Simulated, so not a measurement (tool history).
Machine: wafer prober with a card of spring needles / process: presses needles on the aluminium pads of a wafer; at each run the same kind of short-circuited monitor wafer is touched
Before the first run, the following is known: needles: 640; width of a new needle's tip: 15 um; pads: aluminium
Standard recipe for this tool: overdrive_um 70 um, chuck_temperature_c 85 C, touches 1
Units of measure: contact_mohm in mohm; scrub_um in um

| run | hour | overdrive_um | chuck_temperature_c | touches | contact_mohm | scrub_um |
|---|---|---|---|---|---|---|
| 1 | 0 | 70 | 85 | 1 | 379 | 12.53 |
|  | 2.5 | tips cleaned on abrasive film |
| 2 | 21.3 | 70 | 85 | 3 | 289 | 12.5 |
|  | 33.6 | tips cleaned on abrasive film |
| 3 | 39.1 | 70 | 85 | 3 | 268 | 12.48 |
| 4 | 59.7 | 70 | 85 | 1 | 367 | 12.49 |
|  | 65.5 | tips cleaned on abrasive film |
| 5 | 79.1 | 70 | 85 | 1 | 338 | 12.48 |
|  | 97.2 | tips cleaned on abrasive film |
| 6 | 103.4 | 70 | 85 | 1 | 312 | 12.44 |
|  | 128.7 | tips cleaned on abrasive film |
| 7 | 132.3 | 70 | 85 | 1 | 289 | 12.42 |
| 8 | 153 | 70 | 85 | 1 | 363 | 12.46 |
|  | 161.1 | tips cleaned on abrasive film |
| 9 | 179.3 | 70 | 85 | 1 | 345 | 12.45 |
|  | 192.5 | tips cleaned on abrasive film |
| 10 | 200.9 | 70 | 85 | 1 | 317 | 12.44 |
|  | 224.3 | tips cleaned on abrasive film |
| 11 | 227.7 | 70 | 85 | 1 | 283 | 12.42 |
| 12 | 247.1 | 70 | 85 | 2 | 322 | 12.43 |
|  | 255.9 | tips cleaned on abrasive film |
| 13 | 274 | 70 | 36 | 1 | 349 | 12.42 |
|  | 287.6 | tips cleaned on abrasive film |
| 14 | 295.4 | 79 | 34 | 3 | 257 | 13.98 |

Forecast run 15:
| 15 | 310.3 | 62 | 34 | 2 | ? | ? |

Run 15 came out at contact_mohm 328 mohm, scrub_um 10.95 um.
Had the tool carried no hidden state, the very same run would have given contact_mohm 239 mohm, scrub_um 11.11 um.
